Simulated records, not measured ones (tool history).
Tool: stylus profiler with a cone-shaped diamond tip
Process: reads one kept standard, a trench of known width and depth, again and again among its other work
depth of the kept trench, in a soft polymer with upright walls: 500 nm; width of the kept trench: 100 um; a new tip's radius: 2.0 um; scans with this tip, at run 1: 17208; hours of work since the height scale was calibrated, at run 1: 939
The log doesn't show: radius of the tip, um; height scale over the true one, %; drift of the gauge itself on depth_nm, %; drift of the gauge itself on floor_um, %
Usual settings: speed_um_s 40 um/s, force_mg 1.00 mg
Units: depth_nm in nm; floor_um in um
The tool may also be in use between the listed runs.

run    hour  speed_um_s  force_mg  scans with this tip  hours of work since the height scale was calibrated  depth_nm  floor_um
  1     0.0          40      1.00                17208                                                  939    502.54     96.39
  2   118.1          40      0.53                17793                                                 1007    500.75     96.31
      182.4  -- height scale calibrated on a step standard
  3   249.9          40      0.53                18444                                                   39    503.21     96.27
  4   376.4          40      0.53                19071                                                  112    503.21     96.22
  5   514.5          40      0.53                19755                                                  192    502.70     96.21
  6   571.4          40      0.53                20037                                                  225    502.68     96.21
  7   692.8          40      0.53                20639                                                  295    502.57     96.22
  8   825.0          40      0.53                21294                                                  372    502.30     96.17
  9   907.0         157      0.53                21700                                                  419    502.35     95.26
 10   974.5         157      0.53                22035                                                  458    502.05     95.21
 11  1092.5          44      1.52                22620                                                  527    505.05     96.24
 12  1184.1         105      0.44                23074                                                  580    501.71     95.55
 13  1281.3          84      0.48                23555                                                  636    501.66     95.72
 14  1406.8          84      0.48                24178                                                  708    501.53     95.69
 15  1470.9          47      2.97                24495                                                  745    508.11     96.15
 16  1538.6          47      2.97                24831                                                  785    508.18     96.17

5 ways to go on from here, each from the tool as it stands after run 16. What would each give?
  A  1662.4         122      2.55                25444                                                  856         ?         ?
  B  1662.4          41      0.70                25444                                                  856         ?         ?
  C  1662.4          64      1.40                25444                                                  856         ?         ?
  D  1662.4          84      0.90                25444                                                  856         ?         ?
  E  1662.4          80      0.47                25444                                                  856         ?         ?

run  depth_nm  floor_um
  A    506.93     95.83
  B    501.81     96.04
  C    504.24     96.03
  D    502.52     95.81
  E    501.21     95.64
Without the tool's hidden state the same runs would have given:
run  depth_nm  floor_um
  A    508.70     96.88
  B    503.57     97.08
  C    506.01     97.07
  D    504.28     96.85
  E    502.96     96.69
